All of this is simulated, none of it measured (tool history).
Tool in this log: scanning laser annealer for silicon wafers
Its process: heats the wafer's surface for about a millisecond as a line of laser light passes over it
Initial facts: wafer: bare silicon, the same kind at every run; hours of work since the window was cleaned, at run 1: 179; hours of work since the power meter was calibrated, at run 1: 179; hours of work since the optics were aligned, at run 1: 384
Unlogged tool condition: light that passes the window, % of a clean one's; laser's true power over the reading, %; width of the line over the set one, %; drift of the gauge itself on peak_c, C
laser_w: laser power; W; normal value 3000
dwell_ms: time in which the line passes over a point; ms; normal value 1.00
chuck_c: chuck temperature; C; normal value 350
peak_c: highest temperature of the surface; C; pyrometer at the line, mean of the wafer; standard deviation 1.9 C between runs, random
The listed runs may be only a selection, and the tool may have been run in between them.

| run | day | laser_w | dwell_ms | chuck_c | hours of work since the window was cleaned | hours of work since the power meter was calibrated | hours of work since the optics were aligned | peak_c |
|---|---|---|---|---|---|---|---|---|
| 1 | 0.000 | 3000 | 1.00 | 350 | 179 | 179 | 384 | 1093 |
| 2 | 0.758 | 3000 | 1.00 | 350 | 187 | 187 | 391 | 1094 |
| 3 | 2.054 | 3000 | 0.89 | 350 | 200 | 200 | 404 | 1044 |
| 4 | 3.150 | 3000 | 0.89 | 350 | 211 | 211 | 415 | 1046 |
| 5 | 3.729 | 3000 | 0.89 | 350 | 216 | 216 | 421 | 1044 |
| 6 | 4.433 | 3000 | 1.00 | 350 | 223 | 223 | 428 | 1097 |
| 7 | 5.417 | 3000 | 1.00 | 350 | 233 | 233 | 438 | 1096 |
| 8 | 6.117 | 3000 | 1.00 | 350 | 240 | 240 | 445 | 1096 |
| 9 | 6.862 | 3000 | 1.00 | 350 | 248 | 248 | 452 | 1097 |
| 10 | 8.117 | 3000 | 1.00 | 350 | 260 | 260 | 465 | 1095 |
| 11 | 9.229 | 3000 | 1.00 | 350 | 271 | 271 | 476 | 1095 |
| 12 | 10.075 | 3000 | 1.00 | 350 | 280 | 280 | 484 | 1094 |
| 13 | 10.979 | 3000 | 1.00 | 350 | 289 | 289 | 493 | 1095 |
| 14 | 12.217 | 3000 | 1.00 | 378 | 301 | 301 | 506 | 1121 |
| 15 | 13.450 | 3000 | 1.00 | 378 | 313 | 313 | 518 | 1122 |
| 16 | 14.721 | 3000 | 1.21 | 350 | 326 | 326 | 530 | 1176 |
| 17 | 15.375 | 3000 | 1.21 | 350 | 333 | 333 | 537 | 1178 |
| 18 | 16.508 | 3000 | 1.21 | 350 | 344 | 344 | 548 | 1177 |
| 19 | 17.258 | 3000 | 1.21 | 350 | 351 | 351 | 556 | 1178 |
| 20 | 18.296 | 3000 | 1.00 | 350 | 362 | 362 | 566 | 1093 |
| 21 | 19.492 | 3000 | 1.00 | 350 | 374 | 374 | 578 | 1092 |
| 22 | 20.096 | 2950 | 0.81 | 314 | 380 | 380 | 584 | 965 |
| 23 | 20.875 | 2950 | 1.08 | 321 | 387 | 387 | 592 | 1083 |
| 24 | 21.983 | 2617 | 1.00 | 350 | 399 | 399 | 603 | 1008 |
| 25 | 23.229 | 2617 | 1.00 | 350 | 411 | 411 | 615 | 1007 |
| 26 | 24.392 | 2617 | 1.00 | 350 | 423 | 423 | 627 | 1004 |
| 27 | 25.650 | 2617 | 1.00 | 350 | 435 | 435 | 639 | 1005 |
| 28 | 26.275 | 2617 | 1.00 | 350 | 441 | 441 | 646 | 1006 |
| 29 | 27.100 | 2617 | 1.00 | 350 | 450 | 450 | 654 | 1007 |
|  | 27.567 | window over the wafer cleaned |
| 30 | 27.992 | 2617 | 1.00 | 350 | 4 | 458 | 662 | 1011 |
| 31 | 29.154 | 2617 | 1.00 | 384 | 16 | 469 | 674 | 1043 |
| 32 | 30.150 | 2669 | 1.17 | 312 | 26 | 479 | 684 | 1040 |
| 33 | 31.171 | 2669 | 1.08 | 312 | 36 | 489 | 694 | 1006 |

Run 34 comes next. What will it give?
| 34 | 32.362 | 2561 | 0.90 | 374 | 48 | 501 | 706 | ? |

Run 34 produced peak_c 985 C.
With no hidden state in the tool, this same run would have given peak_c 985 C.
